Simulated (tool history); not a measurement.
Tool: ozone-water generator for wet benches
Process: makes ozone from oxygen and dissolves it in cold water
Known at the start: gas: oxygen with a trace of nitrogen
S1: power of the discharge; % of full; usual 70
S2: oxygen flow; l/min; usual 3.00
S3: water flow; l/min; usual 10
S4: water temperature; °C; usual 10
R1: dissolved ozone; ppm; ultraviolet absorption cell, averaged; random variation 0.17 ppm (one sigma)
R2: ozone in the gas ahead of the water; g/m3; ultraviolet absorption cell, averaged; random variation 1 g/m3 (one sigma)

Run 1, hour 0.0: usual settings. Result: R1 21.9 ppm, R2 183.6 g/m3.
At hour 154.2: contactor cleaned.
Run 2, hour 154.2: usual settings. Result: R1 21.9 ppm, R2 182.2 g/m3.
Run 3, hour 331.1: usual settings. Result: R1 22.0 ppm, R2 183.8 g/m3.
Run 4, hour 453.4: usual settings. Result: R1 21.8 ppm, R2 184.0 g/m3.
Run 5, hour 626.0: usual settings. Result: R1 21.7 ppm, R2 181.2 g/m3.
Run 6, hour 786.4: usual settings. Result: R1 21.9 ppm, R2 183.9 g/m3.
Run 7, hour 951.5: usual settings but S4 14 °C. Result: R1 20.9 ppm, R2 181.3 g/m3.
Run 8, hour 1070.5: usual settings but S4 14 °C. Result: R1 20.6 ppm, R2 182.1 g/m3.
Run 9, hour 1246.5: usual settings but S4 14 °C. Result: R1 20.7 ppm, R2 182.2 g/m3.
Run 10, hour 1447.3: usual settings. Result: R1 21.7 ppm, R2 179.6 g/m3.
Run 11, hour 1568.5: usual settings. Result: R1 21.8 ppm, R2 181.2 g/m3.
Run 12, hour 1735.1: usual settings but S4 6 °C. Result: R1 23.3 ppm, R2 179.5 g/m3.
Run 13, hour 1836.9: usual settings but S4 6 °C. Result: R1 22.9 ppm, R2 180.3 g/m3.
Run 14, hour 1976.2: usual settings but S4 6 °C. Result: R1 23.0 ppm, R2 181.0 g/m3.
Run 15, hour 2167.1: usual settings but S4 6 °C. Result: R1 23.2 ppm, R2 179.5 g/m3.
Run 16, hour 2365.2: usual settings but S4 6 °C. Result: R1 23.4 ppm, R2 180.1 g/m3.
Run 17, hour 2456.3: usual settings but S1 41 % of full, S3 8 l/min, S4 13 °C. Result: R1 18.0 ppm, R2 126.9 g/m3.
Run 18, hour 2651.5: usual settings but S1 54 % of full, S2 3.04 l/min. Result: R1 18.6 ppm, R2 151.2 g/m3.
Run 19, hour 2802.6: usual settings but S1 54 % of full, S2 3.04 l/min, S3 7 l/min. Result: R1 25.2 ppm, R2 150.1 g/m3.
Run 20, hour 2981.1: usual settings but S1 65 % of full, S2 3.04 l/min, S3 7 l/min. Result: R1 28.5 ppm, R2 171.0 g/m3.
Run 21, hour 3155.3: usual settings but S2 3.12 l/min, S3 15 l/min. Result: R1 14.8 ppm, R2 176.1 g/m3.
Run 22, hour 3265.3: usual settings but S2 3.27 l/min, S3 15 l/min. Result: R1 15.1 ppm, R2 175.1 g/m3.
Run 23, hour 3417.1: usual settings but S2 3.27 l/min, S3 15 l/min. Result: R1 14.9 ppm, R2 172.6 g/m3.
At hour 3470.8: water thermometer calibrated.
Run 24, hour 3548.2: usual settings but S2 3.27 l/min, S3 15 l/min. Result: R1 14.9 ppm, R2 171.8 g/m3.
Run 25, hour 3739.3: usual settings but S1 45 % of full, S2 3.27 l/min, S3 15 l/min. Result: R1 11.1 ppm, R2 130.7 g/m3.
Run 26, hour 3930.7: usual settings but S1 53 % of full, S2 1.67 l/min, S3 14 l/min. Result: R1 11.0 ppm, R2 187.8 g/m3.
Run 27, hour 4122.6: usual settings but S1 53 % of full, S2 4.01 l/min, S3 15 l/min. Result: R1 12.9 ppm, R2 133.4 g/m3.
Run 28, hour 4204.8: usual settings but S1 53 % of full, S2 4.01 l/min, S3 15 l/min. Result: R1 13.2 ppm, R2 130.9 g/m3.
Run 29, hour 4303.9: usual settings but S1 53 % of full, S2 4.01 l/min, S3 15 l/min. Result: R1 13.2 ppm, R2 132.9 g/m3.
At hour 4464.6: gauge calibrated.
Run 30, hour 4505.6: usual settings but S1 63 % of full, S3 13 l/min. Result: R1 15.8 ppm, R2 170.6 g/m3.

Hidden state or all else? Some run-to-run changes of R2, split into what the settings, what came in and random variation would give without the hidden state, and what is left for the hidden state (with any gauge scatter that isn't in both results):
The hidden state here: yield of the discharge, % of new electrodes'; contactor's efficiency, % of a clean one's; true water temperature over the reading, C; drift of the gauge itself on ozone_ppm, %; drift of the gauge itself on gas_g_m3, %.
Run 16 -> 17: S1 70 -> 41, S3 10 -> 8, S4 6 -> 13. R2 -53.2 g/m3: hidden state +0.9, all else -54.1.
Run 25 -> 26: S1 45 -> 53, S2 3.27 -> 1.67, S3 15 -> 14. R2 +57.1 g/m3: hidden state -1.9, all else +59.0.
Run 26 -> 27: S2 1.67 -> 4.01, S3 14 -> 15. R2 -54.4 g/m3: hidden state +1.4, all else -55.8.
Run 29 -> 30: S1 53 -> 63, S2 4.01 -> 3.00, S3 15 -> 13, gauge calibrated. R2 +37.7 g/m3: hidden state +3.5, all else +34.2.
